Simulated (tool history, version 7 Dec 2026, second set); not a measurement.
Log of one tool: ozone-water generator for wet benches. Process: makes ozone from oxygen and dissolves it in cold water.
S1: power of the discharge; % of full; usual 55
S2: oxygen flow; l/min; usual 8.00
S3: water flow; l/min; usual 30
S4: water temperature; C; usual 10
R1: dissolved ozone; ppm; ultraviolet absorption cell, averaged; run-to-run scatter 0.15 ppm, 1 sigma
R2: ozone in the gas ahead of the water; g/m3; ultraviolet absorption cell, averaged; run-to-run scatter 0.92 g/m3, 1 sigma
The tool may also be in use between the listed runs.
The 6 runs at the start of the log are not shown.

run 7 hour=573.5 | S1=55 S2=8.00 S3=30 S4=10 | R1=16.6 R2=141.4
run 8 hour=679.5 | S1=55 S2=8.00 S3=30 S4=10 | R1=16.4 R2=139.8
run 9 hour=799.9 | S1=55 S2=8.00 S3=30 S4=10 | R1=16.5 R2=139.1
run 10 hour=903.3 | S1=55 S2=8.00 S3=30 S4=10 | R1=16.6 R2=140.5
run 11 hour=988.3 | S1=55 S2=8.00 S3=30 S4=10 | R1=16.4 R2=138.6
run 12 hour=1097.3 | S1=55 S2=8.00 S3=30 S4=10 | R1=16.3 R2=139.7
run 13 hour=1196.8 | S1=55 S2=8.00 S3=40 S4=10 | R1=12.4 R2=140.6
run 14 hour=1272.0 | S1=55 S2=6.02 S3=30 S4=10 | R1=15.4 R2=157.0
run 15 hour=1351.3 | S1=55 S2=6.02 S3=30 S4=10 | R1=15.3 R2=156.2
-- hour=1361.1 water thermometer calibrated
run 16 hour=1418.2 | S1=55 S2=6.60 S3=30 S4=10 | R1=15.4 R2=150.5

Run 17 is up next; what results do you expect?
run 17 hour=1515.9 | S1=55 S2=8.00 S3=30 S4=8 | R1=? R2=?

R1: 16.5 ppm
R2: 138.1 g/m3
Take away the tool's hidden state, keep the run-to-run variation as it was, and the same run would have given R1 19.3 ppm, R2 155.7 g/m3.
